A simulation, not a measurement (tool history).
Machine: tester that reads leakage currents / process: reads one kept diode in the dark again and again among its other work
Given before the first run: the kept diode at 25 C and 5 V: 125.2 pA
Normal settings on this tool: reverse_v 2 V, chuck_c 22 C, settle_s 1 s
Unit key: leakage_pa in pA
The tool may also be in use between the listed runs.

run     day  reverse_v  chuck_c  settle_s  leakage_pa
  1       0          2       22         1       65.48
  2     1.3          2       22         1        65.4
  3   2.346          2       22         1       65.78
  4   4.192          2       22         1       66.15
  5   5.829          2       22         1       65.75
  6    7.85          2       22         1       65.97
  7     9.8          2       34         1      168.12
  8  10.812          2       33         1      155.82
  9  12.288       6.14       22         1      123.86
 10  14.275       6.14       22         1      124.48
 11    15.7       6.14       22         1      124.72
 12  17.254       6.14       22         1      124.64
 13  18.162      17.19       22         1      223.68
 14  20.038        8.3       22         1      149.12
 15  20.883          2       22      5.45       66.15
 16  21.767          2       22      5.45       66.51
 17  23.612          2       22         1       66.95
 18  25.025          2       22      0.58       67.39
 19    26.5          2       26         1       91.63
 20  28.258       4.53       27      1.59      156.59
 21  29.171       1.55       37      8.89      184.16
 22  30.079       1.55       37      8.89      184.19
 23   31.65       13.8       28         1      317.66
     31.929  -- chuck's temperature calibrated
 24  33.512       13.8       28       1.3      336.32
 25  35.146       5.35       47      7.06      787.69
 26  37.133          2       22      5.35       71.19
     37.675  -- chuck's temperature calibrated, once more
 27  39.304          2       46      5.35      364.52
 28  40.192          2       46      5.35      365.11
 29  41.467       4.28       40         1      362.64
 30  42.983       2.03       40      3.33      239.68
 31  43.904      17.36       44      2.47     1054.79
 32  45.971      17.36       44      2.47      1057.7
 33  47.642      16.71       22       2.6      198.44
 34  48.929       3.39       20      2.12       68.24
 35  49.825       2.07       46         1      374.35
 36  51.829       2.07       46         1      377.08
 37  52.838       5.12       42      1.16      466.88
 38  53.946      19.16       38      0.53      734.87

Below, each run's measurement less what the same run would have read without the hidden state. Both values contain the same run-to-run variation, but the gauge's scatter may not be the same in both:
The hidden state here: stray current of the dirty probe card, pA a volt; current scale over the true one, %; true chuck temperature over the reading, C; drift of the gauge itself on leakage_pa, %.
run  leakage_pa
  1        +6.1
  2       +6.14
  3       +6.24
  4       +6.35
  5       +6.39
  6       +6.51
  7      +15.18
  8      +14.28
  9      +13.01
 10      +13.26
 11      +13.41
 12      +13.57
 13      +25.54
 14       +16.7
 15       +7.19
 16       +7.27
 17       +7.37
 18       +7.46
 19       +9.91
 20      +17.26
 21       +18.6
 22       +18.7
 23      +36.31
 24      +54.09
 25     +110.34
 26       +11.9
 27       -0.75
 28       -0.53
 29       +0.22
 30       +0.23
 31       +3.78
 32       +5.33
 33       +4.44
 34       +1.02
 35       +1.96
 36        +2.5
 37       +4.05
 38       +9.73
